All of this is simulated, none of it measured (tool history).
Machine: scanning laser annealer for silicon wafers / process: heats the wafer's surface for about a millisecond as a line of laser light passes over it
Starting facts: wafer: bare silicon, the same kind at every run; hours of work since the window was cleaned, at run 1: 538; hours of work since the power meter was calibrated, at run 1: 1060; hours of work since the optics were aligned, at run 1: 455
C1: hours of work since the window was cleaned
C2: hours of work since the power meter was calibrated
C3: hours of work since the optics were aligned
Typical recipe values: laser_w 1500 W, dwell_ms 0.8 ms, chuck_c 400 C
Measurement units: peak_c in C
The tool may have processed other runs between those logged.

Run 1, hour 0: usual settings; C1 538; C2 1060; C3 455. Result: peak_c 1132 C.
Run 2, hour 37.5: usual settings; C1 564; C2 1085; C3 481. Result: peak_c 1128 C.
Run 3, hour 79.8: usual settings; C1 594; C2 1115; C3 510. Result: peak_c 1124 C.
Run 4, hour 120.6: usual settings but dwell_ms 0.933 ms; C1 622; C2 1143; C3 539. Result: peak_c 1185 C.
Run 5, hour 150.6: usual settings but dwell_ms 0.933 ms; C1 642; C2 1164; C3 559. Result: peak_c 1182 C.
At hour 175: window over the wafer cleaned.
Run 6, hour 195.9: usual settings but dwell_ms 0.933 ms, chuck_c 392 C; C1 14; C2 1193; C3 589. Result: peak_c 1227 C.
Run 7, hour 232.9: usual settings but dwell_ms 0.933 ms, chuck_c 392 C; C1 40; C2 1219; C3 615. Result: peak_c 1225 C.
Run 8, hour 263.7: usual settings but dwell_ms 0.933 ms, chuck_c 392 C; C1 61; C2 1240; C3 636. Result: peak_c 1224 C.
At hour 270: laser's power meter calibrated.
Run 9, hour 291.7: usual settings; C1 79; C2 15; C3 653. Result: peak_c 1168 C.
Run 10, hour 319.8: usual settings; C1 98; C2 34; C3 673. Result: peak_c 1167 C.
Run 11, hour 340.2: usual settings but chuck_c 399 C; C1 112; C2 49; C3 687. Result: peak_c 1161 C.
Run 12, hour 375.9: usual settings but chuck_c 399 C; C1 137; C2 73; C3 712. Result: peak_c 1164 C.
At hour 400.9: laser's power meter calibrated, once more.
Run 13, hour 416.1: usual settings but laser_w 1393 W; C1 162; C2 10; C3 737. Result: peak_c 1095 C.
Run 14, hour 438.2: usual settings but laser_w 1386 W, dwell_ms 0.836 ms, chuck_c 430 C; C1 178; C2 26; C3 752. Result: peak_c 1133 C.
Run 15, hour 461.4: usual settings but laser_w 1313 W, chuck_c 368 C; C1 194; C2 42; C3 769. Result: peak_c 1015 C.
Run 16, hour 483.4: usual settings but laser_w 1410 W, dwell_ms 0.738 ms, chuck_c 362 C; C1 209; C2 57; C3 784. Result: peak_c 1036 C.
Run 17, hour 522.6: usual settings but laser_w 1410 W, dwell_ms 0.738 ms, chuck_c 362 C; C1 236; C2 84; C3 811. Result: peak_c 1032 C.
Run 18, hour 553.7: usual settings but laser_w 1410 W, dwell_ms 0.738 ms, chuck_c 362 C; C1 257; C2 106; C3 832. Result: peak_c 1032 C.
Run 19, hour 600.9: usual settings but laser_w 1410 W, dwell_ms 0.738 ms, chuck_c 362 C; C1 290; C2 138; C3 865. Result: peak_c 1025 C.
Run 20, hour 637.8: usual settings but laser_w 1358 W, dwell_ms 0.979 ms, chuck_c 438 C; C1 316; C2 164; C3 890. Result: peak_c 1177 C.
Run 21, hour 660.4: usual settings but laser_w 1555 W; C1 331; C2 179; C3 906. Result: peak_c 1175 C.
Run 22, hour 679.7: usual settings but laser_w 1555 W; C1 344; C2 193; C3 919. Result: peak_c 1174 C.
Run 23, hour 712.5: usual settings but laser_w 1625 W, chuck_c 376 C; C1 367; C2 215; C3 942. Result: peak_c 1188 C.
Run 24, hour 743: usual settings but laser_w 1324 W, dwell_ms 0.71 ms, chuck_c 431 C; C1 388; C2 236; C3 963. Result: peak_c 1028 C.
At hour 770.3: optics aligned, line set to its width.
Run 25, hour 784.2: usual settings but laser_w 1427 W, chuck_c 368 C; C1 413; C2 261; C3 10. Result: peak_c 1067 C.

Measured less the same run without the tool's hidden state. The same run-to-run variation is in both; the gauge's scatter may not be:
Hidden state present: light that passes the window, % of a clean one's; laser's true power over the reading, %; width of the line over the set one, %; drift of the gauge itself on peak_c, C.
run  peak_c
  1     -46
  2     -48
  3     -51
  4     -58
  5     -60
  6      -4
  7      -7
  8      -9
  9      -8
 10     -10
 11     -12
 12     -13
 13     -17
 14     -18
 15     -19
 16     -20
 17     -22
 18     -24
 19     -26
 20     -32
 21     -35
 22     -36
 23     -40
 24     -31
 25     -31
